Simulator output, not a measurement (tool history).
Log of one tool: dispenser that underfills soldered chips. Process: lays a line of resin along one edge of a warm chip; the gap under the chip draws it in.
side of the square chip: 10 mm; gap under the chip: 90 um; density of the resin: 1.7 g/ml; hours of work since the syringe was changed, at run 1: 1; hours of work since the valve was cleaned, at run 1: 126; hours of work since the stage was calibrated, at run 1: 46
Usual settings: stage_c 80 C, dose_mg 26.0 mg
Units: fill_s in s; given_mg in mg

| run | hour | stage_c | dose_mg | hours of work since the syringe was changed | hours of work since the valve was cleaned | hours of work since the stage was calibrated | fill_s | given_mg |
|---|---|---|---|---|---|---|---|---|
| 1 | 0.0 | 80 | 26.0 | 1 | 126 | 46 | 76.4 | 23.31 |
| 2 | 3.9 | 80 | 26.0 | 3 | 129 | 48 | 85.2 | 23.23 |
| 3 | 6.4 | 80 | 26.0 | 5 | 130 | 50 | 90.6 | 23.19 |
|  | 8.2 | new syringe of resin |
| 4 | 10.0 | 80 | 26.0 | 1 | 132 | 52 | 78.7 | 23.16 |
| 5 | 12.9 | 76 | 26.0 | 3 | 134 | 54 | 102.3 | 23.39 |
| 6 | 16.1 | 76 | 26.0 | 5 | 136 | 56 | 110.4 | 23.28 |
|  | 17.8 | new syringe of resin |
| 7 | 19.8 | 92 | 26.1 | 1 | 138 | 58 | 46.5 | 23.08 |
|  | 23.6 | dispensing valve cleaned and set on the balance |
| 8 | 23.6 | 84 | 24.4 | 3 | 0 | 59 | 70.2 | 24.46 |
| 9 | 26.3 | 75 | 33.8 | 5 | 2 | 61 | 109.2 | 33.90 |
|  | 28.3 | new syringe of resin |
| 10 | 29.1 | 77 | 29.5 | 0 | 3 | 63 | 86.8 | 29.56 |

Forecast each of these 3 alternatives for the next run:
| A | 32.3 | 67 | 31.4 | 2 | 5 | 65 | ? | ? |
| B | 32.3 | 87 | 31.2 | 2 | 5 | 65 | ? | ? |
| C | 32.3 | 93 | 23.2 | 2 | 5 | 65 | ? | ? |

| run | fill_s | given_mg |
|---|---|---|
| A | 148.5 | 31.44 |
| B | 59.1 | 30.92 |
| C | 48.0 | 23.14 |
Without the tool's hidden state the same runs would have given:
| run | fill_s | given_mg |
|---|---|---|
| A | 135.4 | 31.56 |
| B | 53.8 | 31.04 |
| C | 43.6 | 23.23 |
